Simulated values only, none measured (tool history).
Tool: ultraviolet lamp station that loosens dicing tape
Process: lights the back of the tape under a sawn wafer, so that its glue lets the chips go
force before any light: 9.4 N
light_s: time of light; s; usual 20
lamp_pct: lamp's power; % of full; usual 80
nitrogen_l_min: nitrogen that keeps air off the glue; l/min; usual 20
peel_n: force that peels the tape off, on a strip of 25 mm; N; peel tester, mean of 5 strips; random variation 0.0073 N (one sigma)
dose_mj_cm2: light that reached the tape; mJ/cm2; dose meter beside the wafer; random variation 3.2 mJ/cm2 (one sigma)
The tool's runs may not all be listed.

run 1 day=0.000 | light_s=20 lamp_pct=80 nitrogen_l_min=20 | peel_n=0.311 dose_mj_cm2=470
run 2 day=0.383 | light_s=20 lamp_pct=68 nitrogen_l_min=20 | peel_n=0.431 dose_mj_cm2=404
run 3 day=0.808 | light_s=20 lamp_pct=80 nitrogen_l_min=11 | peel_n=0.466 dose_mj_cm2=468
run 4 day=1.242 | light_s=20 lamp_pct=80 nitrogen_l_min=11 | peel_n=0.460 dose_mj_cm2=465
run 5 day=1.696 | light_s=20 lamp_pct=80 nitrogen_l_min=11 | peel_n=0.456 dose_mj_cm2=463
run 6 day=2.267 | light_s=20 lamp_pct=80 nitrogen_l_min=11 | peel_n=0.467 dose_mj_cm2=463
run 7 day=2.829 | light_s=20 lamp_pct=80 nitrogen_l_min=9 | peel_n=0.545 dose_mj_cm2=456
run 8 day=3.225 | light_s=26 lamp_pct=80 nitrogen_l_min=9 | peel_n=0.308 dose_mj_cm2=602
run 9 day=3.617 | light_s=20 lamp_pct=80 nitrogen_l_min=10 | peel_n=0.510 dose_mj_cm2=458
run 10 day=4.017 | light_s=20 lamp_pct=80 nitrogen_l_min=10 | peel_n=0.521 dose_mj_cm2=456
run 11 day=4.596 | light_s=20 lamp_pct=80 nitrogen_l_min=20 | peel_n=0.325 dose_mj_cm2=456
run 12 day=5.112 | light_s=38 lamp_pct=80 nitrogen_l_min=20 | peel_n=0.180 dose_mj_cm2=857
run 13 day=5.638 | light_s=38 lamp_pct=80 nitrogen_l_min=20 | peel_n=0.180 dose_mj_cm2=859
run 14 day=6.067 | light_s=20 lamp_pct=80 nitrogen_l_min=13 | peel_n=0.449 dose_mj_cm2=451
run 15 day=6.325 | light_s=20 lamp_pct=80 nitrogen_l_min=20 | peel_n=0.330 dose_mj_cm2=445
run 16 day=6.842 | light_s=14 lamp_pct=80 nitrogen_l_min=20 | peel_n=0.709 dose_mj_cm2=319
run 17 day=7.442 | light_s=14 lamp_pct=80 nitrogen_l_min=20 | peel_n=0.762 dose_mj_cm2=312
run 18 day=8.050 | light_s=12 lamp_pct=63 nitrogen_l_min=26 | peel_n=1.426 dose_mj_cm2=204
run 19 day=8.629 | light_s=12 lamp_pct=63 nitrogen_l_min=26 | peel_n=1.466 dose_mj_cm2=207
run 20 day=8.883 | light_s=12 lamp_pct=63 nitrogen_l_min=26 | peel_n=1.418 dose_mj_cm2=208
run 21 day=9.171 | light_s=32 lamp_pct=97 nitrogen_l_min=20 | peel_n=0.181 dose_mj_cm2=854
run 22 day=9.733 | light_s=10 lamp_pct=69 nitrogen_l_min=22 | peel_n=1.768 dose_mj_cm2=186
run 23 day=10.175 | light_s=10 lamp_pct=69 nitrogen_l_min=22 | peel_n=1.890 dose_mj_cm2=187
run 24 day=10.762 | light_s=10 lamp_pct=69 nitrogen_l_min=22 | peel_n=1.857 dose_mj_cm2=183
run 25 day=11.346 | light_s=15 lamp_pct=70 nitrogen_l_min=12 | peel_n=1.095 dose_mj_cm2=305
run 26 day=11.638 | light_s=33 lamp_pct=64 nitrogen_l_min=14 | peel_n=0.246 dose_mj_cm2=601
run 27 day=11.900 | light_s=33 lamp_pct=64 nitrogen_l_min=14 | peel_n=0.241 dose_mj_cm2=608
run 28 day=12.200 | light_s=13 lamp_pct=64 nitrogen_l_min=28 | peel_n=1.054 dose_mj_cm2=241
run 29 day=12.538 | light_s=37 lamp_pct=80 nitrogen_l_min=20 | peel_n=0.171 dose_mj_cm2=842
run 30 day=13.029 | light_s=37 lamp_pct=80 nitrogen_l_min=20 | peel_n=0.175 dose_mj_cm2=843
run 31 day=13.488 | light_s=20 lamp_pct=67 nitrogen_l_min=20 | peel_n=0.483 dose_mj_cm2=382
run 32 day=13.783 | light_s=11 lamp_pct=92 nitrogen_l_min=19 | peel_n=0.924 dose_mj_cm2=287
run 33 day=14.338 | light_s=17 lamp_pct=72 nitrogen_l_min=6 | peel_n=1.285 dose_mj_cm2=344
run 34 day=14.896 | light_s=17 lamp_pct=74 nitrogen_l_min=24 | peel_n=0.498 dose_mj_cm2=359

Not shown: 2 entries that the log had between the listed runs. Between which runs, and how does the tool's hidden state differ before and after?
Between runs 17 and 18: window cleaned of glue's vapour (day 7.758)
  lamp's light, % of a new lamp's: 92.5 -> 92.2; light that the window lets through, % of a clean one's: 94.9 -> 93.5
  measured less the result without the state, peel_n: +0.187 -> +0.346 N; dose_mj_cm2: -43 -> -33 mJ/cm2
Between runs 24 and 25: window cleaned of glue's vapour, once more (day 10.871)
  lamp's light, % of a new lamp's: 90.9 -> 90.6; light that the window lets through, % of a clean one's: 93.1 -> 99.7
  measured less the result without the state, peel_n: +0.450 -> +0.202 N; dose_mj_cm2: -34 -> -32 mJ/cm2

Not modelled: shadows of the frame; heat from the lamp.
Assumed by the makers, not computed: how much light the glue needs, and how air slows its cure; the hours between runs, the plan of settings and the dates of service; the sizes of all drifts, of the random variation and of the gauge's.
